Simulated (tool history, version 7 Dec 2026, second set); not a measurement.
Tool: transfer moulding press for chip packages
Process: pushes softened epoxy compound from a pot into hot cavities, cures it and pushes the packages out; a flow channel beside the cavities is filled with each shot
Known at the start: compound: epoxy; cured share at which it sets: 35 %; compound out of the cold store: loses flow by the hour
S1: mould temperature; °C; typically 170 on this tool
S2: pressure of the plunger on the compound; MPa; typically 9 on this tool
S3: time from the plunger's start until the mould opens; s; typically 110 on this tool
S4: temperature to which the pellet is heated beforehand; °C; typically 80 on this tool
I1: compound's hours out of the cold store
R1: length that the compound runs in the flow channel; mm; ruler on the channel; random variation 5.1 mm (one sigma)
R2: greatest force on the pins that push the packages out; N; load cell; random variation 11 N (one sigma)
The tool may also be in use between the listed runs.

run	hour	S1	S2	S3	S4	I1	R1	R2
1	0	170	9	110	80	18.2	583	555
2	86.9	170	9	110	80	17.3	571	551
3	153.4	170	9	110	80	16	584	557
4	209.6	170	9	110	80	43	520	541
5	264.9	167	9	110	80	34.6	555	640
6	310.5	167	9	110	80	24.1	571	658
7	354.6	167	9.34	133	83	37.9	543	505
8	416.5	167	9.34	133	83	36.8	551	489
9	511.5	173	10.01	106	75	19.6	600	515
10	563.2	170	10.51	110	80	32.9	588	560

Missing from the log above: 6 entries noted between runs. For each, name the pair of listed runs it sits between and say how the tool's hidden condition differs from the listed run just before to the listed run just after:
From run 2 to run 3: cavities cleaned with cleaning compound and waxed (hour 97.1)
  true mould temperature over the reading, C: 0 -> -0.01; pressure that reaches the compound, % of what is set: 99.87 -> 99.83; grip of the stained cavities, % over clean ones': 1.2 -> 1.1
From run 3 to run 4: cavities cleaned with cleaning compound and waxed (hour 199.9)
  pressure that reaches the compound, % of what is set: 99.83 -> 99.79; grip of the stained cavities, % over clean ones': 1.1 -> 0.4
From run 5 to run 6: cavities cleaned with cleaning compound and waxed (hour 300.6)
  pressure that reaches the compound, % of what is set: 99.76 -> 99.73; grip of the stained cavities, % over clean ones': 1.1 -> 0.4
From run 7 to run 8: plunger's sealing rings changed (hour 361.3); cavities cleaned with cleaning compound and waxed (hour 404.7)
  pressure that reaches the compound, % of what is set: 99.71 -> 99.96; grip of the stained cavities, % over clean ones': 1.1 -> 0.4
From run 8 to run 9: cavities cleaned with cleaning compound and waxed (hour 505.8)
  true mould temperature over the reading, C: -0.01 -> -0.02; pressure that reaches the compound, % of what is set: 99.96 -> 99.9; grip of the stained cavities, % over clean ones': 0.4 -> 0.2

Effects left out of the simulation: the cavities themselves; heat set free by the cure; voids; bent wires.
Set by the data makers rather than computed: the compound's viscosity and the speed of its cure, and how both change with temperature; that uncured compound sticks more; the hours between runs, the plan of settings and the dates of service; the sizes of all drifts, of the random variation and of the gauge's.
